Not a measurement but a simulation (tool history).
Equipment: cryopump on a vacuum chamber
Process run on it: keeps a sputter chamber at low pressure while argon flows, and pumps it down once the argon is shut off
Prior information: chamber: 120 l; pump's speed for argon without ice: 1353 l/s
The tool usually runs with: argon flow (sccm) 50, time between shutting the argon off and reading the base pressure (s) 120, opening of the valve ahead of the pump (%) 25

run    hour  argon flow (sccm)  time between shutting the argon off and reading the base pressure (s)  opening of the valve ahead of the pump (%)  pressure while argon flows (Pa)  pressure after the wait (uPa)
  1       0                 50                                                                    120                                          25                           0.2787                           1.93
  2    55.8                 50                                                                    120                                          25                           0.2827                           1.97
      106.3  -- pump warmed up, emptied and cooled again
  3   106.3                 50                                                                    120                                          25                           0.2525                           1.48
  4   131.9                 50                                                                    120                                          25                           0.2528                            1.5
  5   184.2                 50                                                                    120                                          25                           0.2494                           1.56
  6   209.5                 50                                                                    120                                          25                           0.2509                            1.6
  7   255.2                 50                                                                    120                                          25                            0.255                           1.59
  8   280.3                 50                                                                    120                                          25                           0.2536                           1.65
  9   306.5                 50                                                                    120                                          25                           0.2553                           1.74
 10   356.7                 50                                                                    120                                          25                           0.2568                           1.84
 11   409.4                 50                                                                    120                                          25                           0.2574                           1.86
 12   456.1                 50                                                                    120                                          25                           0.2568                           1.96
 13   513.8                 50                                                                    120                                          25                           0.2572                           2.01
 14   558.7                 50                                                                    120                                          25                           0.2596                           2.13
 15   599.2                 50                                                                    120                                          25                           0.2581                           2.14
 16   637.9                 50                                                                    270                                          25                           0.2628                           2.07
 17   668.7                 74                                                                    270                                          25                           0.3887                           2.09
 18   697.7                 74                                                                    270                                          25                           0.3865                           2.06
 19   728.9                 83                                                                    120                                          19                           0.5684                           2.37
 20   760.7                 83                                                                    120                                          19                           0.5712                           2.41
 21   787.4                 83                                                                    120                                          19                           0.5718                           2.41
 22   813.2                 83                                                                    120                                          19                           0.5722                           2.48
 23   843.1                 50                                                                    192                                          20                           0.3296                           2.48
 24   874.6                 27                                                                    110                                          36                           0.1041                           2.73
 25   913.6                 27                                                                    110                                          36                            0.103                           2.79
 26   947.1                 73                                                                     48                                          51                           0.2072                           3.28
 27   983.6                 50                                                                     38                                          25                           0.2699                            3.5
 28  1040.4                 35                                                                    223                                          18                           0.2556                           2.86
 29  1080.2                 35                                                                    223                                          18                           0.2588                           2.89
 30  1117.2                 82                                                                    189                                          42                           0.2845                           2.89
 31    1169                 48                                                                    189                                          47                           0.1517                           3.06
 32  1206.5                 48                                                                    189                                          47                           0.1543                           3.15
 33  1236.7                 97                                                                     60                                          25                           0.5362                           3.69
 34  1262.2                 50                                                                    117                                          40                           0.1845                           3.45
 35    1314                 98                                                                    249                                          53                           0.2923                           3.42

Results per run with the tool's hidden condition removed, run-to-run variation unchanged:
The tool's hidden condition here consists of: pump's speed, % of a pump's without ice; cold plate's temperature, K; leak into the chamber, uPa l/s; drift of the gauge itself on working_pa, %; drift of the gauge itself on base_upa, %.
run  pressure while argon flows (Pa)  pressure after the wait (uPa)
  1                           0.2482                           0.55
  2                             0.25                           0.53
  3                           0.2513                           0.53
  4                           0.2512                           0.53
  5                            0.247                           0.51
  6                            0.248                           0.53
  7                           0.2512                           0.49
  8                           0.2494                           0.49
  9                           0.2506                           0.55
 10                           0.2511                           0.55
 11                           0.2507                           0.52
 12                           0.2491                           0.52
 13                           0.2483                           0.54
 14                           0.2497                           0.54
 15                           0.2473                           0.51
 16                            0.251                           0.37
 17                           0.3703                           0.36
 18                           0.3673                           0.31
 19                           0.5455                           0.53
 20                            0.547                           0.52
 21                           0.5464                           0.51
 22                           0.5458                           0.55
 23                            0.313                           0.41
 24                           0.0946                           0.57
 25                           0.0931                           0.56
 26                           0.1788                              1
 27                           0.2495                           1.18
 28                           0.2404                           0.39
 29                           0.2426                           0.36
 30                           0.2446                           0.41
 31                           0.1272                           0.39
 32                           0.1284                           0.42
 33                           0.4824                           0.84
 34                           0.1559                           0.51
 35                           0.2322                           0.35
